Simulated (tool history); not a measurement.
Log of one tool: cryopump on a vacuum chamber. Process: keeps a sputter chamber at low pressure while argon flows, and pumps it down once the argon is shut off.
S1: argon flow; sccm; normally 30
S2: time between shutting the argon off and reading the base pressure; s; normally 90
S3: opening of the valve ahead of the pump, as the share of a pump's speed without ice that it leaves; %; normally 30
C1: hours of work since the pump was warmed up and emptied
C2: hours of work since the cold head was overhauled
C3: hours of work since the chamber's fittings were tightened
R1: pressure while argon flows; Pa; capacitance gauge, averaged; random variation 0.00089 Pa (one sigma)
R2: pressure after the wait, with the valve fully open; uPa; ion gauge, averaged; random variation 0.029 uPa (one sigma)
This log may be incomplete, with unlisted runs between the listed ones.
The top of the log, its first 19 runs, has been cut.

run	day	S1	S2	S3	C1	C2	C3	R1	R2
20	8.371	27	223	25	124	124	1217	0.1998	2.41
21	8.979	25	50	37	130	130	1223	0.125	3.87
22	9.358	58	27	20	134	134	1227	0.5365	5.6
23	9.658	54	172	30	137	137	1230	0.3347	2.55
24	10.283	15	28	17	144	144	1236	0.1626	5.42
25	10.696	41	286	31	148	148	1241	0.2455	2.36
26	10.983	41	286	29	151	151	1244	0.2618	2.37
27	11.412	16	90	38	155	155	1248	0.079	3.05
28	11.888	34	31	19	160	160	1253	0.3298	5.04
29	12.158	41	127	27	163	163	1256	0.2835	2.72
30	12.538	41	127	27	167	167	1259	0.2848	2.85

Branching from run 30: 3 alternative next runs. What would each branch give?
A	12.867	28	90	30	170	170	1263	?	?
B	12.867	22	51	25	170	170	1263	?	?
C	12.867	41	127	24	170	170	1263	?	?

run	R1	R2
A	0.1724	3.01
B	0.1642	3.91
C	0.3158	2.77
Take away the tool's hidden state, keep each run's random variation, and the runs would have read:
run	R1	R2
A	0.1696	1.33
B	0.162	2.16
C	0.3117	1.04
